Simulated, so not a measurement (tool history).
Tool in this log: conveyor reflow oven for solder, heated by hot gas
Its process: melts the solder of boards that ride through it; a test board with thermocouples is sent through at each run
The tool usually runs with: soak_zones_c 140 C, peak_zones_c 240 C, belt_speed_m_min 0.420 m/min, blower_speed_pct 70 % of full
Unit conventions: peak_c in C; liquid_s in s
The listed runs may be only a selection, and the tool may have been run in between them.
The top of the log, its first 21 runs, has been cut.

run    hour  soak_zones_c  peak_zones_c  belt_speed_m_min  blower_speed_pct  hours of work since the flux was cleaned out  hours of work since the belt drive was overhauled  hours of work since the thermocouples were changed  peak_c  liquid_s
 22  1417.5           151           240             0.420                69                                            41                                                220                                                 627   226.2      89.5
 23  1484.1           151           240             0.420                69                                            74                                                253                                                 660   226.0      89.5
 24  1527.2           151           240             0.420                69                                            96                                                275                                                 682   225.8      89.5
 25  1605.4           135           231             0.381                70                                           135                                                314                                                 721   218.4      83.8
 26  1656.9           135           231             0.381                70                                           160                                                340                                                 747   218.4      83.9
 27  1748.7           135           231             0.381                70                                           206                                                386                                                 793   218.2      83.8
 28  1811.6           140           240             0.420                61                                           238                                                417                                                 824   220.9      79.5
     1824.5  -- flux residue cleaned out of gas plates and filters
 29  1884.0           140           240             0.420                61                                            30                                                451                                                 858   222.3      80.8
 30  1957.1           143           240             0.420                78                                            66                                                487                                                 895   227.6      87.4
 31  2026.7           140           235             0.475                79                                           101                                                522                                                 930   218.7      69.1

Predict each of these 3 candidate next runs independently; none follows another, all start after run 31:
  A  2097.7           127           246             0.404                79                                           137                                                558                                                 965       ?         ?
  B  2097.7           140           240             0.475                79                                           137                                                558                                                 965       ?         ?
  C  2097.7           140           243             0.475                79                                           137                                                558                                                 965       ?         ?

run  peak_c  liquid_s
  A   231.8      87.4
  B   223.3      72.6
  C   225.8      74.3
Without the tool's unlogged condition, the same runs would have read:
run  peak_c  liquid_s
  A   230.9      85.9
  B   222.4      71.3
  C   225.0      73.0

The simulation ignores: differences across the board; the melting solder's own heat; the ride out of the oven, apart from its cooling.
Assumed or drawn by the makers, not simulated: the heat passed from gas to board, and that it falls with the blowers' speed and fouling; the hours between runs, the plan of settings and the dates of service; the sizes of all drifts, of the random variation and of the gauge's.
